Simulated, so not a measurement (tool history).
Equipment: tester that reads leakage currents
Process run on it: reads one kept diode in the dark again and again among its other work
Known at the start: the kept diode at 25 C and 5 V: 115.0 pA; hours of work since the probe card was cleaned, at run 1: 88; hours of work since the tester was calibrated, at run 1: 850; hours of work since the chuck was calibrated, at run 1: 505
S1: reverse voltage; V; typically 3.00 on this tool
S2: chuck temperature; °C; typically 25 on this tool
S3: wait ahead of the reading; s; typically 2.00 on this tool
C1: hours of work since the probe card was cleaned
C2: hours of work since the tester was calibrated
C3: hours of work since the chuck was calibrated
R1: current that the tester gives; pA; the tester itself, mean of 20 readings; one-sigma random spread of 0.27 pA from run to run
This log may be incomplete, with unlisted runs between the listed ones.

run 1 hour=0.0 | S1=3.00 S2=25 S3=2.00 | C1=88 C2=850 C3=505 | R1=75.87
run 2 hour=62.5 | S1=3.00 S2=32 S3=2.00 | C1=121 C2=883 C3=538 | R1=131.63
run 3 hour=95.9 | S1=3.00 S2=25 S3=0.58 | C1=139 C2=900 C3=556 | R1=75.96
run 4 hour=134.1 | S1=3.00 S2=25 S3=2.00 | C1=159 C2=920 C3=576 | R1=74.29
run 5 hour=195.4 | S1=3.00 S2=25 S3=2.00 | C1=191 C2=953 C3=608 | R1=73.33
-- hour=260.6 chuck's temperature calibrated
run 6 hour=270.2 | S1=3.00 S2=25 S3=2.00 | C1=230 C2=991 C3=5 | R1=89.61
-- hour=276.4 tester calibrated
run 7 hour=324.9 | S1=3.00 S2=25 S3=2.00 | C1=258 C2=26 C3=33 | R1=88.38
run 8 hour=403.4 | S1=3.00 S2=25 S3=2.00 | C1=299 C2=67 C3=74 | R1=87.58
run 9 hour=465.0 | S1=3.00 S2=31 S3=2.00 | C1=332 C2=100 C3=107 | R1=138.92
run 10 hour=526.9 | S1=3.00 S2=31 S3=2.00 | C1=365 C2=133 C3=140 | R1=137.60
run 11 hour=562.6 | S1=3.00 S2=31 S3=2.00 | C1=384 C2=151 C3=159 | R1=136.66
run 12 hour=597.2 | S1=3.00 S2=31 S3=0.51 | C1=402 C2=170 C3=177 | R1=137.94
run 13 hour=638.0 | S1=7.94 S2=25 S3=2.00 | C1=423 C2=191 C3=199 | R1=140.23
-- hour=647.0 tester calibrated, once more
run 14 hour=714.1 | S1=3.00 S2=29 S3=2.00 | C1=463 C2=36 C3=238 | R1=115.72
run 15 hour=748.2 | S1=3.00 S2=29 S3=2.00 | C1=481 C2=54 C3=256 | R1=114.61
run 16 hour=798.8 | S1=2.81 S2=30 S3=1.66 | C1=507 C2=80 C3=283 | R1=118.61
run 17 hour=853.7 | S1=3.00 S2=30 S3=9.04 | C1=537 C2=109 C3=312 | R1=121.26
run 18 hour=903.1 | S1=10.67 S2=57 S3=0.98 | C1=563 C2=135 C3=338 | R1=1613.17

4 ways to go on from here, each from the tool as it stands after run 18. What would each give?
run A hour=952.8 | S1=6.68 S2=33 S3=2.00 | C1=589 C2=162 C3=364 | R1=?
run B hour=952.8 | S1=3.00 S2=26 S3=0.45 | C1=589 C2=162 C3=364 | R1=?
run C hour=952.8 | S1=12.68 S2=34 S3=6.67 | C1=589 C2=162 C3=364 | R1=?
run D hour=952.8 | S1=3.03 S2=57 S3=1.44 | C1=589 C2=162 C3=364 | R1=?

run=A R1=229.16
run=B R1=89.71
run=C R1=343.77
run=D R1=846.85
Without the tool's unlogged condition, the same runs would have read:
run=A R1=251.78
run=B R1=98.62
run=C R1=376.01
run=D R1=928.98
